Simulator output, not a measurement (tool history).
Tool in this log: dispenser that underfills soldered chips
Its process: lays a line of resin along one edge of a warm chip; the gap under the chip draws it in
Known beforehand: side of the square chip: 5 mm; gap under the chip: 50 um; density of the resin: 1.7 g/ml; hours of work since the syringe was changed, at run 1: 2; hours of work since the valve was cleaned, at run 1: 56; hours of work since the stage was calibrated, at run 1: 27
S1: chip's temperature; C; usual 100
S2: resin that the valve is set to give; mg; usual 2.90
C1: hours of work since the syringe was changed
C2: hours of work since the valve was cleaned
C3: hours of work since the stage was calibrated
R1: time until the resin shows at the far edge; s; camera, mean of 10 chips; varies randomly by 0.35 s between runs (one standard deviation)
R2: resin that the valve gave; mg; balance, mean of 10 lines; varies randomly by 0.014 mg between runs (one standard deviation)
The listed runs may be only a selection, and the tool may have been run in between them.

run,day,S1,S2,C1,C2,C3,R1,R2
1,0.000,100,2.90,2,56,27,20.3,2.79
# day 0.221: new syringe of resin
# day 0.558: new syringe of resin
2,0.592,100,2.90,1,67,38,19.3,2.75
# day 0.888: new syringe of resin
3,1.175,99,2.90,5,77,49,26.4,2.75
# day 1.225: new syringe of resin
# day 1.588: new syringe of resin
4,1.792,99,2.90,4,89,60,23.1,2.73
# day 1.950: new syringe of resin
5,2.229,99,2.90,5,97,68,25.5,2.71
# day 2.292: new syringe of resin
# day 2.629: new syringe of resin
# day 2.671: dispensing valve cleaned and set on the balance
6,2.825,100,3.62,3,3,78,21.3,3.61
# day 2.996: new syringe of resin
7,3.238,100,2.90,5,11,86,23.5,2.86
# day 3.350: new syringe of resin
8,3.642,100,2.90,5,18,93,23.5,2.83
# day 3.679: new syringe of resin
# day 4.025: new syringe of resin
9,4.029,100,2.90,0,25,100,18.5,2.82
# day 4.354: new syringe of resin
10,4.450,100,2.90,2,32,107,20.1,2.82
# day 4.704: new syringe of resin
11,4.721,100,2.90,0,37,112,18.1,2.83
# day 5.038: new syringe of resin
12,5.258,108,2.90,4,47,122,18.9,2.82
# day 5.400: new syringe of resin
13,5.671,101,3.71,5,55,130,23.3,3.56
# day 5.742: new syringe of resin
# day 6.100: new syringe of resin
14,6.183,114,3.53,2,64,139,13.0,3.38
# day 6.462: new syringe of resin
15,6.558,97,3.58,2,71,146,22.0,3.38
# day 6.779: new syringe of resin
# day 7.112: new syringe of resin
16,7.112,112,3.41,0,81,156,13.8,3.23
# day 7.471: new syringe of resin
17,7.700,112,3.41,4,92,167,16.9,3.17
# day 7.800: new syringe of resin
# day 8.150: new syringe of resin
18,8.283,112,3.41,3,102,177,14.7,3.16
# day 8.371: dispensing valve cleaned and set on the balance
# day 8.525: new syringe of resin
19,8.583,94,3.14,1,4,182,23.9,3.12
# day 8.858: new syringe of resin
20,9.112,90,2.65,5,14,192,32.9,2.64
# day 9.192: new syringe of resin
# day 9.521: new syringe of resin
21,9.521,90,2.65,0,21,199,26.3,2.62
# day 9.879: new syringe of resin
22,10.067,100,2.59,4,31,209,24.2,2.54
# day 10.200: new syringe of resin
# day 10.542: new syringe of resin
23,10.600,87,3.60,1,40,219,28.4,3.49

5 ways to go on from here, each from the tool as it stands after run 23. What would each give?
# day 10.875: new syringe of resin
A,11.079,113,3.65,4,49,228,?,?
# day 10.875: new syringe of resin
B,11.079,99,2.84,4,49,228,?,?
# day 10.875: new syringe of resin
C,11.079,112,3.68,4,49,228,?,?
# day 10.875: new syringe of resin
D,11.079,115,3.51,4,49,228,?,?
# day 10.875: new syringe of resin
E,11.079,100,2.70,4,49,228,?,?

run,R1,R2
A,15.8,3.53
B,23.4,2.74
C,16.1,3.55
D,14.4,3.38
E,23.8,2.61
With the hidden condition removed and each run's random variation left untouched, the same runs would have given:
run,R1,R2
A,12.4,3.65
B,18.0,2.84
C,12.6,3.67
D,11.2,3.50
E,18.3,2.70
